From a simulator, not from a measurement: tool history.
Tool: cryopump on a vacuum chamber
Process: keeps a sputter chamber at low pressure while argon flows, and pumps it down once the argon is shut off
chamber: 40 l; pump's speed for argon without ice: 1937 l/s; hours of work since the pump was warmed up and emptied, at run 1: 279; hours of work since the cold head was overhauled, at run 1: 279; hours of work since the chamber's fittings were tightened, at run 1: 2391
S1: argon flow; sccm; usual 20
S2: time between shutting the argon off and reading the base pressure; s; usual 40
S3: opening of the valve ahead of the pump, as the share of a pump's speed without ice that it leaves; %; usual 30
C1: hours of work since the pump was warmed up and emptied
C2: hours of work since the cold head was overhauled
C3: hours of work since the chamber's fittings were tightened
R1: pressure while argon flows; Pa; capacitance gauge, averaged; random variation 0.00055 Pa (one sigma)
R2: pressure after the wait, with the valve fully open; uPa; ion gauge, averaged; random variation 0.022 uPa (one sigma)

Run 1, hour 0.0: usual settings; C1 279; C2 279; C3 2391. Result: R1 0.0598 Pa, R2 2.00 uPa.
Run 2, hour 13.2: usual settings; C1 286; C2 286; C3 2398. Result: R1 0.0597 Pa, R2 2.07 uPa.
Run 3, hour 23.6: usual settings; C1 291; C2 291; C3 2403. Result: R1 0.0597 Pa, R2 2.08 uPa.
Run 4, hour 36.6: usual settings; C1 297; C2 297; C3 2409. Result: R1 0.0588 Pa, R2 2.08 uPa.
Run 5, hour 47.2: usual settings but S3 17 %; C1 302; C2 302; C3 2414. Result: R1 0.1042 Pa, R2 1.99 uPa.
Run 6, hour 62.6: usual settings but S3 17 %; C1 310; C2 310; C3 2422. Result: R1 0.1040 Pa, R2 2.09 uPa.
Run 7, hour 70.6: usual settings but S3 17 %; C1 314; C2 314; C3 2426. Result: R1 0.1033 Pa, R2 2.07 uPa.
Run 8, hour 85.7: usual settings but S3 17 %; C1 321; C2 321; C3 2433. Result: R1 0.1032 Pa, R2 2.08 uPa.
Run 9, hour 97.2: usual settings but S3 17 %; C1 327; C2 327; C3 2438. Result: R1 0.1044 Pa, R2 2.10 uPa.
Run 10, hour 104.0: usual settings but S3 17 %; C1 330; C2 330; C3 2442. Result: R1 0.1043 Pa, R2 2.03 uPa.
Run 11, hour 117.5: usual settings but S3 17 %; C1 336; C2 336; C3 2448. Result: R1 0.1046 Pa, R2 2.08 uPa.
Run 12, hour 127.5: usual settings but S3 17 %; C1 341; C2 341; C3 2453. Result: R1 0.1044 Pa, R2 2.08 uPa.
Run 13, hour 137.2: usual settings but S2 37 s; C1 346; C2 346; C3 2458. Result: R1 0.0603 Pa, R2 2.15 uPa.
Run 14, hour 144.0: usual settings but S3 23 %; C1 349; C2 349; C3 2461. Result: R1 0.0778 Pa, R2 2.11 uPa.
Run 15, hour 156.5: usual settings but S3 23 %; C1 355; C2 355; C3 2467. Result: R1 0.0775 Pa, R2 2.09 uPa.
Run 16, hour 163.4: usual settings; C1 359; C2 359; C3 2470. Result: R1 0.0595 Pa, R2 2.14 uPa.
Run 17, hour 178.4: usual settings but S3 50 %; C1 366; C2 366; C3 2478. Result: R1 0.0364 Pa, R2 2.12 uPa.
Run 18, hour 186.4: usual settings but S1 18 sccm, S2 96 s, S3 20 %; C1 370; C2 370; C3 2482. Result: R1 0.0801 Pa, R2 1.84 uPa.
Run 19, hour 199.8: usual settings but S1 27 sccm; C1 376; C2 376; C3 2488. Result: R1 0.0823 Pa, R2 2.14 uPa.
Run 20, hour 211.6: usual settings but S1 27 sccm; C1 382; C2 382; C3 2494. Result: R1 0.0814 Pa, R2 2.10 uPa.
Run 21, hour 217.9: usual settings but S1 27 sccm; C1 385; C2 385; C3 2497. Result: R1 0.0813 Pa, R2 2.11 uPa.
Run 22, hour 231.9: usual settings but S1 18 sccm; C1 392; C2 392; C3 2504. Result: R1 0.0533 Pa, R2 2.08 uPa.
Run 23, hour 245.8: usual settings but S1 37 sccm, S2 72 s; C1 398; C2 398; C3 2510. Result: R1 0.1127 Pa, R2 2.01 uPa.
Run 24, hour 260.1: usual settings but S1 37 sccm, S2 72 s; C1 405; C2 405; C3 2517. Result: R1 0.1104 Pa, R2 1.95 uPa.
Run 25, hour 275.0: usual settings but S1 10 sccm, S2 24 s, S3 39 %; C1 413; C2 413; C3 2524. Result: R1 0.0235 Pa, R2 2.46 uPa.
Run 26, hour 287.3: usual settings but S1 22 sccm, S2 64 s, S3 16 %; C1 419; C2 419; C3 2530. Result: R1 0.1225 Pa, R2 2.01 uPa.
Run 27, hour 298.0: usual settings but S1 22 sccm, S2 64 s, S3 16 %; C1 424; C2 424; C3 2536. Result: R1 0.1238 Pa, R2 1.96 uPa.
Run 28, hour 310.3: usual settings but S2 24 s, S3 15 %; C1 430; C2 430; C3 2542. Result: R1 0.1193 Pa, R2 2.44 uPa.
Run 29, hour 316.7: usual settings but S1 27 sccm, S3 29 %; C1 433; C2 433; C3 2545. Result: R1 0.0841 Pa, R2 2.14 uPa.
Run 30, hour 326.0: usual settings but S1 13 sccm, S3 31 %; C1 437; C2 437; C3 2549. Result: R1 0.0380 Pa, R2 2.25 uPa.
Run 31, hour 337.1: usual settings but S1 8 sccm, S3 15 %; C1 443; C2 443; C3 2555. Result: R1 0.0476 Pa, R2 2.19 uPa.
Run 32, hour 349.1: usual settings but S1 8 sccm, S2 72 s, S3 17 %; C1 448; C2 448; C3 2560. Result: R1 0.0422 Pa, R2 1.97 uPa.
Run 33, hour 355.9: usual settings but S1 13 sccm, S2 132 s, S3 17 %; C1 452; C2 452; C3 2564. Result: R1 0.0683 Pa, R2 1.90 uPa.
Run 34, hour 363.6: usual settings but S1 13 sccm, S2 132 s, S3 17 %; C1 455; C2 455; C3 2567. Result: R1 0.0669 Pa, R2 1.90 uPa.

Forecast each of these 3 alternatives for the next run:
Run A, hour 371.6: usual settings but S1 10 sccm, S2 169 s, S3 45 %; C1 459; C2 459; C3 2571. Result: R1 ?, R2 ?.
Run B, hour 371.6: usual settings but S1 13 sccm, S2 287 s, S3 17 %; C1 459; C2 459; C3 2571. Result: R1 ?, R2 ?.
Run C, hour 371.6: usual settings but S1 35 sccm, S2 21 s, S3 25 %; C1 459; C2 459; C3 2571. Result: R1 ?, R2 ?.

run      R1    R2
  A  0.0198  1.90
  B  0.0673  1.85
  C  0.1276  2.70
Without the tool's hidden state the same runs would have given:
run      R1    R2
  A  0.0186  0.28
  B  0.0657  0.23
  C  0.1232  1.05
